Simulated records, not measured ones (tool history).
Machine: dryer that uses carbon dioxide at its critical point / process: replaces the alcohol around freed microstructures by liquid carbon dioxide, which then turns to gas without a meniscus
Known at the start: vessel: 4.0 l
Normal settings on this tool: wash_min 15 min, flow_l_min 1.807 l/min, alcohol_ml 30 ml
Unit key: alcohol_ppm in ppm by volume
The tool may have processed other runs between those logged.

run,hour,wash_min,flow_l_min,alcohol_ml,alcohol_ppm
1,0,15,1.807,30,79
2,7.3,15,1.807,56,85
3,16.6,15,1.807,56,86
4,22.3,15,1.807,56,86
5,32.1,15,1.807,56,89
6,40.9,15,1.807,20,73
7,48.1,15,1.807,20,85
8,53.7,15,1.807,30,85
9,60.5,15,1.807,29,81
10,68.6,11,1.807,30,136
11,74.8,11,1.807,30,144
12,81.5,11,1.807,30,142
13,88,15,2.85,30,78
14,97.3,15,1.807,30,92
15,103.9,15,1.807,30,99
16,113.8,15,1.807,30,90
17,121.3,15,1.807,30,100
18,129.7,15,1.807,30,98
19,135.5,15,1.807,30,101
20,142.1,14,1.807,30,103
21,152.2,14,1.807,30,99
22,161.1,14,1.807,30,99
23,171.7,14,1.807,30,110
24,180.9,14,1.807,30,105
25,189.1,15,2.35,30,92
26,193.6,15,2.35,30,86
27,202.7,15,2.11,30,91
28,207.2,14,1.63,30,124
29,217.1,19,2.1,30,96
30,227.2,23,1.807,71,94
31,237.8,23,1.807,71,95
32,242.5,15,1.807,83,138
33,250.7,15,1.807,83,123
34,255.3,23,2.33,38,95
35,261.9,23,2.33,38,102

Forecast run 36:
36,271.3,11,1.34,30,?

Run 36 gave alcohol_ppm 335 ppm by volume.
Take away the tool's hidden state, keep the run-to-run variation as it was, and the same run would have given alcohol_ppm 193 ppm by volume.
